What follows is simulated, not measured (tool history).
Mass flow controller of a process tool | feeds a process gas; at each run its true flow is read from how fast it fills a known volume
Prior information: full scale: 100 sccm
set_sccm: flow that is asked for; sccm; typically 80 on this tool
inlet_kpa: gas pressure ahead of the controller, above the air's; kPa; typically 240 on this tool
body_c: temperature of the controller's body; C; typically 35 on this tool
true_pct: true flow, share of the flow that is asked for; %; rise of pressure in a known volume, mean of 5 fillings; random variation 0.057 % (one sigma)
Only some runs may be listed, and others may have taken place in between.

| run | hour | set_sccm | inlet_kpa | body_c | true_pct |
|---|---|---|---|---|---|
| 1 | 0 | 80 | 240 | 35 | 98.22 |
| 2 | 116.8 | 80 | 192 | 35 | 98.44 |
| 3 | 257.8 | 80 | 192 | 35 | 98.5 |
| 4 | 440.8 | 80 | 192 | 35 | 98.4 |
| 5 | 555.5 | 80 | 192 | 34 | 98.51 |
| 6 | 708.8 | 80 | 240 | 22 | 98.55 |
| 7 | 884.5 | 80 | 240 | 22 | 98.62 |
| 8 | 990.9 | 80 | 240 | 22 | 98.52 |
| 9 | 1108.3 | 80 | 240 | 22 | 98.58 |
| 10 | 1239.5 | 80 | 240 | 22 | 98.54 |
| 11 | 1397.6 | 80 | 240 | 22 | 98.52 |
| 12 | 1519.7 | 80 | 240 | 22 | 98.57 |
| 13 | 1603 | 80 | 240 | 35 | 98.25 |
| 14 | 1764 | 80 | 240 | 27 | 98.32 |
| 15 | 1930.2 | 80 | 263 | 28 | 98.22 |
| 16 | 2030.5 | 10 | 240 | 35 | 87.87 |
| 17 | 2188.8 | 51 | 181 | 35 | 96.82 |
| 18 | 2325 | 47 | 181 | 30 | 96.59 |
| 19 | 2514.8 | 26 | 217 | 30 | 93.92 |
| 20 | 2666.3 | 31 | 217 | 30 | 94.78 |
| 21 | 2812.1 | 37 | 217 | 24 | 95.61 |
| 22 | 2914.1 | 47 | 234 | 38 | 95.96 |
| 23 | 3088.4 | 47 | 234 | 38 | 95.98 |
| 24 | 3266.7 | 73 | 190 | 38 | 97.92 |
| 25 | 3445.5 | 69 | 240 | 35 | 97.51 |
| 26 | 3574.7 | 80 | 159 | 37 | 98.45 |
| 27 | 3756.6 | 20 | 145 | 22 | 92.93 |
| 28 | 3864.4 | 47 | 145 | 22 | 96.89 |

Per-run results on a tool with no hidden state, each run keeping its own random variation:
Hidden state present: flow at rest that the sensor doesn't see, % of full scale; true flow over the shown one, %; drift of the gauge itself on true_pct, %.
| run | true_pct |
|---|---|
| 1 | 98.77 |
| 2 | 98.99 |
| 3 | 99.06 |
| 4 | 98.96 |
| 5 | 99.08 |
| 6 | 99.13 |
| 7 | 99.21 |
| 8 | 99.12 |
| 9 | 99.18 |
| 10 | 99.14 |
| 11 | 99.13 |
| 12 | 99.19 |
| 13 | 98.86 |
| 14 | 98.94 |
| 15 | 98.85 |
| 16 | 96.46 |
| 17 | 98.12 |
| 18 | 98.05 |
| 19 | 97.05 |
| 20 | 97.34 |
| 21 | 97.69 |
| 22 | 97.49 |
| 23 | 97.54 |
| 24 | 98.73 |
| 25 | 98.41 |
| 26 | 99.14 |
| 27 | 97.64 |
| 28 | 98.53 |
